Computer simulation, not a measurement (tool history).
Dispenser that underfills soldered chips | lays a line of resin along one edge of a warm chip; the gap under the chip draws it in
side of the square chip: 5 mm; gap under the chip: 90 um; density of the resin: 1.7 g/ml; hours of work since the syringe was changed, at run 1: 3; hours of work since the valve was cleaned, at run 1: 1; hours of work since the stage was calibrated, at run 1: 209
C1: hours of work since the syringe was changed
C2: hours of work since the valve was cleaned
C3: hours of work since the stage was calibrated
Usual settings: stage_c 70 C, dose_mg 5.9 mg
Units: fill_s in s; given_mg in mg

run 1 hour=0 | stage_c=70 dose_mg=5.9 | C1=3 C2=1 C3=209 | fill_s=21.2 given_mg=5.918
-- hour=3 new syringe of resin
run 2 hour=7.9 | stage_c=70 dose_mg=5.9 | C1=4 C2=7 C3=215 | fill_s=22.6 given_mg=5.902
-- hour=10.2 new syringe of resin
run 3 hour=14.7 | stage_c=70 dose_mg=5.9 | C1=3 C2=12 C3=220 | fill_s=21.7 given_mg=5.872
-- hour=17.6 new syringe of resin
run 4 hour=22.3 | stage_c=70 dose_mg=5.9 | C1=4 C2=17 C3=226 | fill_s=21.8 given_mg=5.869
-- hour=25.4 new syringe of resin
run 5 hour=30.2 | stage_c=70 dose_mg=5.9 | C1=4 C2=23 C3=232 | fill_s=22.1 given_mg=5.856
-- hour=33 new syringe of resin
run 6 hour=35.4 | stage_c=70 dose_mg=5.9 | C1=2 C2=27 C3=236 | fill_s=20.9 given_mg=5.847
-- hour=40.5 new syringe of resin
run 7 hour=43.2 | stage_c=70 dose_mg=5.9 | C1=2 C2=33 C3=242 | fill_s=20.1 given_mg=5.831
-- hour=47.7 new syringe of resin
run 8 hour=49.7 | stage_c=70 dose_mg=5.9 | C1=2 C2=38 C3=246 | fill_s=20.3 given_mg=5.811
run 9 hour=53.9 | stage_c=70 dose_mg=5.9 | C1=5 C2=41 C3=250 | fill_s=23.1 given_mg=5.809
-- hour=55.5 new syringe of resin
-- hour=57.1 dispensing valve cleaned and set on the balance
run 10 hour=62.6 | stage_c=70 dose_mg=5.9 | C1=5 C2=4 C3=256 | fill_s=22.8 given_mg=5.885
-- hour=63.7 new syringe of resin
-- hour=70.9 new syringe of resin
run 11 hour=71.2 | stage_c=77 dose_mg=5.9 | C1=0 C2=11 C3=262 | fill_s=13.5 given_mg=5.894
run 12 hour=77.4 | stage_c=77 dose_mg=5.9 | C1=5 C2=15 C3=267 | fill_s=16.4 given_mg=5.859
-- hour=78.3 new syringe of resin
run 13 hour=81.9 | stage_c=63 dose_mg=5.9 | C1=3 C2=19 C3=270 | fill_s=28.6 given_mg=5.851
-- hour=85.7 new syringe of resin
run 14 hour=86.7 | stage_c=63 dose_mg=5.9 | C1=1 C2=22 C3=273 | fill_s=27.1 given_mg=5.85
-- hour=93.1 new syringe of resin
run 15 hour=95.6 | stage_c=63 dose_mg=5.9 | C1=2 C2=29 C3=280 | fill_s=28.3 given_mg=5.831
-- hour=100.2 new syringe of resin
run 16 hour=103.2 | stage_c=70 dose_mg=7.32 | C1=2 C2=35 C3=286 | fill_s=20.3 given_mg=7.22
-- hour=107.4 new syringe of resin
run 17 hour=112.2 | stage_c=81 dose_mg=5.9 | C1=4 C2=41 C3=293 | fill_s=13.6 given_mg=5.797
-- hour=114.9 dispensing valve cleaned and set on the balance
-- hour=115.7 new syringe of resin
run 18 hour=121.7 | stage_c=81 dose_mg=5.9 | C1=5 C2=5 C3=299 | fill_s=14.1 given_mg=5.878
-- hour=123.1 new syringe of resin
run 19 hour=128.2 | stage_c=59 dose_mg=7.05 | C1=4 C2=10 C3=304 | fill_s=35 given_mg=7.011
-- hour=130.3 new syringe of resin
run 20 hour=135.1 | stage_c=67 dose_mg=5.25 | C1=4 C2=15 C3=309 | fill_s=25.3 given_mg=5.212
-- hour=138 new syringe of resin
run 21 hour=142.9 | stage_c=67 dose_mg=5.25 | C1=4 C2=21 C3=315 | fill_s=25.7 given_mg=5.19
-- hour=145.5 new syringe of resin
run 22 hour=148.6 | stage_c=56 dose_mg=6.76 | C1=2 C2=25 C3=319 | fill_s=38.7 given_mg=6.675
-- hour=153 new syringe of resin
run 23 hour=153.6 | stage_c=83 dose_mg=5.9 | C1=0 C2=29 C3=323 | fill_s=11.1 given_mg=5.82
run 24 hour=158.2 | stage_c=55 dose_mg=5.73 | C1=4 C2=32 C3=326 | fill_s=44.2 given_mg=5.637
-- hour=160.3 new syringe of resin
run 25 hour=163.1 | stage_c=64 dose_mg=6.5 | C1=2 C2=36 C3=330 | fill_s=26.4 given_mg=6.383
-- hour=168 new syringe of resin
run 26 hour=170.6 | stage_c=81 dose_mg=5.75 | C1=2 C2=42 C3=336 | fill_s=12.4 given_mg=5.644
-- hour=173 dispensing valve cleaned and set on the balance
-- hour=176.2 new syringe of resin
run 27 hour=180.2 | stage_c=80 dose_mg=6.69 | C1=3 C2=5 C3=342 | fill_s=13.5 given_mg=6.657
-- hour=183.4 new syringe of resin
-- hour=184.9 stage's temperature calibrated
run 28 hour=187.2 | stage_c=77 dose_mg=5.44 | C1=2 C2=10 C3=2 | fill_s=16.6 given_mg=5.407
-- hour=192 new syringe of resin
run 29 hour=193.9 | stage_c=77 dose_mg=5.44 | C1=1 C2=15 C3=7 | fill_s=16.3 given_mg=5.407

Hidden state or all else? Some run-to-run changes of fill_s, split into what the settings, what came in and random variation would give without the hidden state, and what is left for the hidden state (with any gauge scatter that isn't in both results):
The hidden state here: resin's viscosity, % of fresh resin's; dose that the valve gives, % of what is set; true chip temperature over the reading, C; drift of the gauge itself on fill_s, %; drift of the gauge itself on given_mg, %.
Run 22 -> 23: stage_c 56 -> 83, dose_mg 6.76 -> 5.9, new syringe of resin. fill_s -27.6 s: hidden state -0.7, all else -26.9.
Run 23 -> 24: stage_c 83 -> 55, dose_mg 5.9 -> 5.73. fill_s +33.1 s: hidden state +4.3, all else +28.8.
Run 24 -> 25: stage_c 55 -> 64, dose_mg 5.73 -> 6.5, new syringe of resin. fill_s -17.8 s: hidden state -4, all else -13.8.
